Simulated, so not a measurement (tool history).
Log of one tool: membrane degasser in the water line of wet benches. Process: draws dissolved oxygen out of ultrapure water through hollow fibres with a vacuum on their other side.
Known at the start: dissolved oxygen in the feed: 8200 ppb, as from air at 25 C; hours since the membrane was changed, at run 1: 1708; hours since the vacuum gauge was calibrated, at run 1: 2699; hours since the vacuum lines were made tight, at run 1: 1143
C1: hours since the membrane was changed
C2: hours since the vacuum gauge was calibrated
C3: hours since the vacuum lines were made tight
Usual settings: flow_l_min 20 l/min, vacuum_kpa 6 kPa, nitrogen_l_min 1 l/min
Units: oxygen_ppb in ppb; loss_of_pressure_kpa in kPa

{"run": 1, "hour": 0.0, "flow_l_min": 20, "vacuum_kpa": 6, "nitrogen_l_min": 1, "C1": 1708, "C2": 2699, "C3": 1143, "oxygen_ppb": 133.8, "loss_of_pressure_kpa": 25.25}
{"run": 2, "hour": 66.3, "flow_l_min": 20, "vacuum_kpa": 6, "nitrogen_l_min": 1, "C1": 1774, "C2": 2765, "C3": 1209, "oxygen_ppb": 129.6, "loss_of_pressure_kpa": 24.93}
{"run": 3, "hour": 144.1, "flow_l_min": 20, "vacuum_kpa": 6, "nitrogen_l_min": 1, "C1": 1852, "C2": 2843, "C3": 1287, "oxygen_ppb": 134, "loss_of_pressure_kpa": 25.4}
{"run": 4, "hour": 206.7, "flow_l_min": 20, "vacuum_kpa": 6, "nitrogen_l_min": 1, "C1": 1915, "C2": 2906, "C3": 1349, "oxygen_ppb": 133.8, "loss_of_pressure_kpa": 25.19}
{"run": 5, "hour": 262.1, "flow_l_min": 20, "vacuum_kpa": 4.46, "nitrogen_l_min": 1, "C1": 1970, "C2": 2961, "C3": 1405, "oxygen_ppb": 64.6, "loss_of_pressure_kpa": 25.12}
{"run": 6, "hour": 366.8, "flow_l_min": 20, "vacuum_kpa": 4.46, "nitrogen_l_min": 1, "C1": 2075, "C2": 3066, "C3": 1510, "oxygen_ppb": 63.4, "loss_of_pressure_kpa": 25.38}
{"run": 7, "hour": 411.1, "flow_l_min": 20, "vacuum_kpa": 6, "nitrogen_l_min": 1, "C1": 2119, "C2": 3110, "C3": 1554, "oxygen_ppb": 134.6, "loss_of_pressure_kpa": 25.3}
{"run": 8, "hour": 482.4, "flow_l_min": 20, "vacuum_kpa": 4.54, "nitrogen_l_min": 1, "C1": 2190, "C2": 3181, "C3": 1625, "oxygen_ppb": 69.1, "loss_of_pressure_kpa": 25.47}
{"run": 9, "hour": 526.7, "flow_l_min": 20, "vacuum_kpa": 6, "nitrogen_l_min": 1, "C1": 2235, "C2": 3226, "C3": 1669, "oxygen_ppb": 128.8, "loss_of_pressure_kpa": 25.28}
{"run": 10, "hour": 612.1, "flow_l_min": 14, "vacuum_kpa": 6, "nitrogen_l_min": 1, "C1": 2320, "C2": 3311, "C3": 1755, "oxygen_ppb": 92.8, "loss_of_pressure_kpa": 17.71}
{"run": 11, "hour": 711.5, "flow_l_min": 13, "vacuum_kpa": 6, "nitrogen_l_min": 1, "C1": 2420, "C2": 3410, "C3": 1854, "oxygen_ppb": 84.7, "loss_of_pressure_kpa": 16.39}
{"run": 12, "hour": 789.0, "flow_l_min": 20, "vacuum_kpa": 6, "nitrogen_l_min": 0.54, "C1": 2497, "C2": 3488, "C3": 1932, "oxygen_ppb": 214.4, "loss_of_pressure_kpa": 25.37}
{"run": 13, "hour": 879.1, "flow_l_min": 20, "vacuum_kpa": 6, "nitrogen_l_min": 0.54, "C1": 2587, "C2": 3578, "C3": 2022, "oxygen_ppb": 214.8, "loss_of_pressure_kpa": 25.58}
{"run": 14, "hour": 921.9, "flow_l_min": 20, "vacuum_kpa": 6, "nitrogen_l_min": 0.54, "C1": 2630, "C2": 3621, "C3": 2065, "oxygen_ppb": 210, "loss_of_pressure_kpa": 25.55}
{"run": 15, "hour": 1025.1, "flow_l_min": 20, "vacuum_kpa": 6, "nitrogen_l_min": 0.54, "C1": 2733, "C2": 3724, "C3": 2168, "oxygen_ppb": 215.6, "loss_of_pressure_kpa": 25.33}

Run 16 comes next. What will it give?
{"run": 16, "hour": 1119.9, "flow_l_min": 20, "vacuum_kpa": 6, "nitrogen_l_min": 0.54, "C1": 2828, "C2": 3819, "C3": 2263, "oxygen_ppb": "?", "loss_of_pressure_kpa": "?"}

{"run 16": {"oxygen_ppb": 215.3, "loss_of_pressure_kpa": 25.44}}
Without the tool's hidden state the same run would have given oxygen_ppb 215.1 ppb, loss_of_pressure_kpa 25.44 kPa.

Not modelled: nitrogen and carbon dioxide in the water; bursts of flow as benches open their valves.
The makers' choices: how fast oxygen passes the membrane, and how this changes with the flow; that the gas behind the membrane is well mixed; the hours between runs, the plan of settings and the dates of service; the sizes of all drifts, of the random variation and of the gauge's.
